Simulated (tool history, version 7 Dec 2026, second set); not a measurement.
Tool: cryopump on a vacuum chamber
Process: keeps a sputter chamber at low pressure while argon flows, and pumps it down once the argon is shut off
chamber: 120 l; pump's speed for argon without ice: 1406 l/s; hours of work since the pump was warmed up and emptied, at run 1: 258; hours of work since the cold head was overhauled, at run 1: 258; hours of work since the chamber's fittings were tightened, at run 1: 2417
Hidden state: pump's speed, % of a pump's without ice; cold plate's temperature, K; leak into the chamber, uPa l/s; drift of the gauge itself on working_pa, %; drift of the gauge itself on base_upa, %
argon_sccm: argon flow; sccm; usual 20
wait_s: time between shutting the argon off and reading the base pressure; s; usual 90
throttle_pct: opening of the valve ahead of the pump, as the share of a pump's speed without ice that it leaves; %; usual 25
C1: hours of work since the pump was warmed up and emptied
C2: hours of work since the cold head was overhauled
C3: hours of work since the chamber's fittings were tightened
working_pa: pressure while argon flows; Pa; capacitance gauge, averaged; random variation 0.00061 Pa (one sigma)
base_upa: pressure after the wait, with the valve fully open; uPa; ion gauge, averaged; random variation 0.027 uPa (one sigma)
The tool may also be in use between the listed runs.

Run 1, hour 0.0: usual settings; C1 258; C2 258; C3 2417. Result: working_pa 0.1009 Pa, base_upa 2.05 uPa.
Run 2, hour 11.1: usual settings; C1 263; C2 263; C3 2422. Result: working_pa 0.1018 Pa, base_upa 1.95 uPa.
Run 3, hour 21.6: usual settings; C1 268; C2 268; C3 2426. Result: working_pa 0.0997 Pa, base_upa 1.97 uPa.
Run 4, hour 38.2: usual settings but argon_sccm 9 sccm; C1 275; C2 275; C3 2434. Result: working_pa 0.0456 Pa, base_upa 2.03 uPa.
Run 5, hour 50.9: usual settings but argon_sccm 9 sccm; C1 281; C2 281; C3 2440. Result: working_pa 0.0442 Pa, base_upa 2.00 uPa.
Run 6, hour 67.0: usual settings; C1 288; C2 288; C3 2447. Result: working_pa 0.1005 Pa, base_upa 2.05 uPa.
Run 7, hour 82.2: usual settings; C1 295; C2 295; C3 2454. Result: working_pa 0.1011 Pa, base_upa 2.08 uPa.
Run 8, hour 90.2: usual settings; C1 299; C2 299; C3 2458. Result: working_pa 0.1021 Pa, base_upa 2.05 uPa.
Run 9, hour 99.5: usual settings; C1 303; C2 303; C3 2462. Result: working_pa 0.1020 Pa, base_upa 2.09 uPa.
Run 10, hour 113.3: usual settings but throttle_pct 33 %; C1 309; C2 309; C3 2468. Result: working_pa 0.0786 Pa, base_upa 2.04 uPa.
Run 11, hour 128.7: usual settings but throttle_pct 23 %; C1 316; C2 316; C3 2475. Result: working_pa 0.1099 Pa, base_upa 2.03 uPa.
Run 12, hour 138.4: usual settings but throttle_pct 23 %; C1 321; C2 321; C3 2479. Result: working_pa 0.1106 Pa, base_upa 2.07 uPa.
Run 13, hour 145.4: usual settings but throttle_pct 23 %; C1 324; C2 324; C3 2483. Result: working_pa 0.1103 Pa, base_upa 2.04 uPa.
Run 14, hour 157.5: usual settings; C1 329; C2 329; C3 2488. Result: working_pa 0.1025 Pa, base_upa 2.08 uPa.
Run 15, hour 170.0: usual settings but argon_sccm 26 sccm; C1 335; C2 335; C3 2494. Result: working_pa 0.1320 Pa, base_upa 2.04 uPa.
Run 16, hour 178.1: usual settings but argon_sccm 26 sccm; C1 339; C2 339; C3 2497. Result: working_pa 0.1324 Pa, base_upa 2.03 uPa.
Run 17, hour 194.0: usual settings; C1 346; C2 346; C3 2505. Result: working_pa 0.1011 Pa, base_upa 2.10 uPa.
Run 18, hour 211.0: usual settings but wait_s 32 s, throttle_pct 32 %; C1 354; C2 354; C3 2512. Result: working_pa 0.0809 Pa, base_upa 3.87 uPa.
Run 19, hour 225.1: usual settings but argon_sccm 29 sccm, wait_s 290 s, throttle_pct 32 %; C1 360; C2 360; C3 2519. Result: working_pa 0.1176 Pa, base_upa 1.45 uPa.
At hour 238.7: pump warmed up, emptied and cooled again.
Run 20, hour 246.0: usual settings but argon_sccm 29 sccm, wait_s 290 s, throttle_pct 32 %; C1 3; C2 367; C3 2526. Result: working_pa 0.1079 Pa, base_upa 1.25 uPa.
Run 21, hour 256.6: usual settings but argon_sccm 22 sccm, wait_s 82 s, throttle_pct 49 %; C1 8; C2 372; C3 2531. Result: working_pa 0.0542 Pa, base_upa 2.00 uPa.
Run 22, hour 273.4: usual settings but argon_sccm 22 sccm, wait_s 82 s, throttle_pct 49 %; C1 16; C2 380; C3 2538. Result: working_pa 0.0545 Pa, base_upa 1.97 uPa.
Run 23, hour 285.5: usual settings but argon_sccm 9 sccm; C1 21; C2 385; C3 2544. Result: working_pa 0.0428 Pa, base_upa 1.86 uPa.
Run 24, hour 294.1: usual settings but argon_sccm 24 sccm, wait_s 30 s, throttle_pct 40 %; C1 25; C2 389; C3 2548. Result: working_pa 0.0725 Pa, base_upa 3.93 uPa.
Run 25, hour 304.5: usual settings but argon_sccm 35 sccm, wait_s 30 s, throttle_pct 41 %; C1 30; C2 394; C3 2553. Result: working_pa 0.1040 Pa, base_upa 4.03 uPa.
Run 26, hour 320.1: usual settings but argon_sccm 9 sccm, wait_s 100 s; C1 37; C2 401; C3 2560. Result: working_pa 0.0445 Pa, base_upa 1.81 uPa.
Run 27, hour 332.0: usual settings but argon_sccm 19 sccm, wait_s 148 s, throttle_pct 29 %; C1 42; C2 406; C3 2565. Result: working_pa 0.0801 Pa, base_upa 1.50 uPa.
Run 28, hour 345.3: usual settings but argon_sccm 21 sccm, wait_s 27 s, throttle_pct 18 %; C1 48; C2 412; C3 2571. Result: working_pa 0.1411 Pa, base_upa 4.16 uPa.
Run 29, hour 361.0: usual settings but argon_sccm 21 sccm, wait_s 27 s, throttle_pct 18 %; C1 56; C2 420; C3 2578. Result: working_pa 0.1409 Pa, base_upa 4.18 uPa.
Run 30, hour 375.6: usual settings but argon_sccm 21 sccm, wait_s 46 s, throttle_pct 33 %; C1 62; C2 426; C3 2585. Result: working_pa 0.0775 Pa, base_upa 2.93 uPa.
Run 31, hour 385.4: usual settings but wait_s 35 s; C1 67; C2 431; C3 2589. Result: working_pa 0.0973 Pa, base_upa 3.58 uPa.
Run 32, hour 396.1: usual settings but wait_s 35 s; C1 71; C2 436; C3 2594. Result: working_pa 0.0968 Pa, base_upa 3.56 uPa.
Run 33, hour 404.1: usual settings but argon_sccm 39 sccm, throttle_pct 19 %; C1 75; C2 439; C3 2598. Result: working_pa 0.2489 Pa, base_upa 1.90 uPa.

Some steps in working_pa between neighbouring runs. How much of each would the tool show without its hidden state too (settings, what came in, random variation), and how much is left for the hidden state, with any gauge scatter that isn't in both results?
Run 5 -> 6: argon_sccm 9 -> 20. working_pa +0.0563 Pa: hidden state +0.0026, all else +0.0537.
Run 18 -> 19: argon_sccm 20 -> 29, wait_s 32 -> 290. working_pa +0.0367 Pa: hidden state +0.0028, all else +0.0339.
Run 19 -> 20: pump warmed up, emptied and cooled again. working_pa -0.0097 Pa: hidden state -0.0084, all else -0.0013.
Run 27 -> 28: argon_sccm 19 -> 21, wait_s 148 -> 27, throttle_pct 29 -> 18. working_pa +0.0610 Pa: hidden state +0.0001, all else +0.0609.
Run 29 -> 30: wait_s 27 -> 46, throttle_pct 18 -> 33. working_pa -0.0634 Pa: hidden state +0.0001, all else -0.0635.
Run 32 -> 33: argon_sccm 20 -> 39, wait_s 35 -> 90, throttle_pct 25 -> 19. working_pa +0.1521 Pa: hidden state +0.0013, all else +0.1508.
